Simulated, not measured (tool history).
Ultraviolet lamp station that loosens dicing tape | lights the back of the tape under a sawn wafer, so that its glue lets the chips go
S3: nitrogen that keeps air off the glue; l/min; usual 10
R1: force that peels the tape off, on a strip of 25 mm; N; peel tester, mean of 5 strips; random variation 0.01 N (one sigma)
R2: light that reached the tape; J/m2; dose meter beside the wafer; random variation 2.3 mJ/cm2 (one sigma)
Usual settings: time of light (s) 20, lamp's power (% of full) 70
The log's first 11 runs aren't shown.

Run 12, hour 121.3: usual settings but lamp's power (% of full) 67. Result: R1 0.511 N, R2 2020 J/m2.
Run 13, hour 131.9: usual settings but time of light (s) 34. Result: R1 0.165 N, R2 3510 J/m2.
Run 14, hour 141.2: usual settings. Result: R1 0.454 N, R2 2080 J/m2.
Run 15, hour 149.0: usual settings but S3 16 l/min. Result: R1 0.364 N, R2 2090 J/m2.
Run 16, hour 161.4: usual settings. Result: R1 0.446 N, R2 2090 J/m2.
Run 17, hour 167.4: usual settings but lamp's power (% of full) 74, S3 7 l/min. Result: R1 0.506 N, R2 2200 J/m2.
Run 18, hour 181.2: usual settings but lamp's power (% of full) 74, S3 7 l/min. Result: R1 0.492 N, R2 2210 J/m2.
Run 19, hour 186.9: usual settings but lamp's power (% of full) 74, S3 7 l/min. Result: R1 0.496 N, R2 2220 J/m2.
Run 20, hour 195.1: usual settings but lamp's power (% of full) 74, S3 7 l/min. Result: R1 0.510 N, R2 2210 J/m2.
Run 21, hour 201.6: usual settings but time of light (s) 26, S3 12 l/min. Result: R1 0.233 N, R2 2720 J/m2.
Run 22, hour 212.7: usual settings but time of light (s) 12, lamp's power (% of full) 76, S3 16 l/min. Result: R1 0.879 N, R2 1330 J/m2.
Run 23, hour 218.7: usual settings but time of light (s) 14, lamp's power (% of full) 67, S3 15 l/min. Result: R1 0.854 N, R2 1420 J/m2.
Run 24, hour 225.4: usual settings but time of light (s) 27, lamp's power (% of full) 64, S3 4 l/min. Result: R1 0.507 N, R2 2580 J/m2.
Run 25, hour 231.6: usual settings but time of light (s) 27, lamp's power (% of full) 64, S3 4 l/min. Result: R1 0.518 N, R2 2610 J/m2.
Run 26, hour 239.5: usual settings but lamp's power (% of full) 72. Result: R1 0.450 N, R2 2110 J/m2.
Run 27, hour 249.8: usual settings but lamp's power (% of full) 72. Result: R1 0.427 N, R2 2110 J/m2.
Run 28, hour 261.8: usual settings but time of light (s) 17, lamp's power (% of full) 74. Result: R1 0.574 N, R2 1840 J/m2.
Run 29, hour 269.3: usual settings but time of light (s) 34. Result: R1 0.146 N, R2 3590 J/m2.
Run 30, hour 281.5: usual settings but time of light (s) 34. Result: R1 0.155 N, R2 3500 J/m2.
Run 31, hour 295.2: usual settings but time of light (s) 34. Result: R1 0.160 N, R2 3550 J/m2.
Run 32, hour 302.0: usual settings but time of light (s) 34, S3 5 l/min. Result: R1 0.221 N, R2 3590 J/m2.

Forecast each of these 5 alternatives for the next run:
Run A, hour 312.7: usual settings but lamp's power (% of full) 73. Result: R1 ?, R2 ?.
Run B, hour 312.7: usual settings but time of light (s) 36, lamp's power (% of full) 79, S3 5 l/min. Result: R1 ?, R2 ?.
Run C, hour 312.7: usual settings but time of light (s) 16, lamp's power (% of full) 76, S3 5 l/min. Result: R1 ?, R2 ?.
Run D, hour 312.7: usual settings but time of light (s) 27, lamp's power (% of full) 72, S3 3 l/min. Result: R1 ?, R2 ?.
Run E, hour 312.7: usual settings but time of light (s) 34, S3 15 l/min. Result: R1 ?, R2 ?.

run     R1    R2
  A  0.414  2160
  B  0.156  4220
  C  0.898  1850
  D  0.489  2840
  E  0.132  3510
Without the tool's hidden state the same runs would have given:
run     R1    R2
  A  0.411  2170
  B  0.155  4230
  C  0.893  1850
  D  0.486  2850
  E  0.132  3520
